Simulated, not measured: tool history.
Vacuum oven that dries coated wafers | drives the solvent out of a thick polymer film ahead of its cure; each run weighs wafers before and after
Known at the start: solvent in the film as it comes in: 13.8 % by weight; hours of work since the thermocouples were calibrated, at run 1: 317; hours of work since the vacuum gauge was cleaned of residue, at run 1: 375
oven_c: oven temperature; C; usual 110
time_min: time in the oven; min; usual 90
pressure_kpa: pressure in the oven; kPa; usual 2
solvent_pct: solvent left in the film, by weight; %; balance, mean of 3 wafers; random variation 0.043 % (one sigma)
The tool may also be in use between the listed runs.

run	hour	oven_c	time_min	pressure_kpa	hours of work since the thermocouples were calibrated	hours of work since the vacuum gauge was cleaned of residue	solvent_pct
1	0	110	90	2	317	375	4.25
2	20.1	122	90	2	327	385	2.56
3	61	122	90	2	348	406	2.58
4	88.4	122	90	2	361	419	2.58
5	109.5	122	90	2	372	430	2.61
6	158.5	110	90	2	397	455	4.3
7	180.8	110	90	2	408	466	4.23
8	216.9	110	90	2	427	485	4.25
9	260.2	110	90	2	448	507	4.34
10	294.7	110	105	2	466	524	4.12
11	321.4	110	90	2	479	537	4.24
12	367.6	110	90	2	503	561	4.28
13	408.4	110	90	1.55	524	582	3.55
14	436.7	114	90	4.38	538	596	7.19
15	458.6	106	160	7.29	549	607	13.71
# hour 463: oven's thermocouples calibrated
16	509	112	57	1.51	23	632	3.84
17	556.3	95	100	1.2	47	655	6.33
18	581.5	113	144	1.98	60	668	3.48
19	614.7	120	92	2.62	77	685	3.59
20	634.7	118	117	1.93	87	695	2.87
21	655.6	110	90	4.81	98	706	8.89
# hour 679: oven's thermocouples calibrated, once more
22	692.8	99	65	7.32	7	724	13.92
23	722.1	99	65	7.32	22	738	13.69
24	744.5	106	81	5.32	33	750	11.93
25	774.2	96	76	1.44	48	765	7.82
26	796.7	111	90	1.33	60	776	3.38

The same runs without the tool's hidden state, with the same run-to-run variation:
The hidden state here: true wafer temperature over the reading, C; true pressure over the reading, kPa; drift of the gauge itself on solvent_pct, %.
run	solvent_pct
1	4.16
2	2.45
3	2.46
4	2.46
5	2.48
6	4.18
7	4.11
8	4.12
9	4.21
10	3.95
11	4.09
12	4.13
13	3.37
14	7.14
15	13.71
16	3.8
17	6.19
18	3.24
19	3.44
20	2.65
21	8.93
22	13.92
23	13.69
24	11.36
25	7.18
26	2.85

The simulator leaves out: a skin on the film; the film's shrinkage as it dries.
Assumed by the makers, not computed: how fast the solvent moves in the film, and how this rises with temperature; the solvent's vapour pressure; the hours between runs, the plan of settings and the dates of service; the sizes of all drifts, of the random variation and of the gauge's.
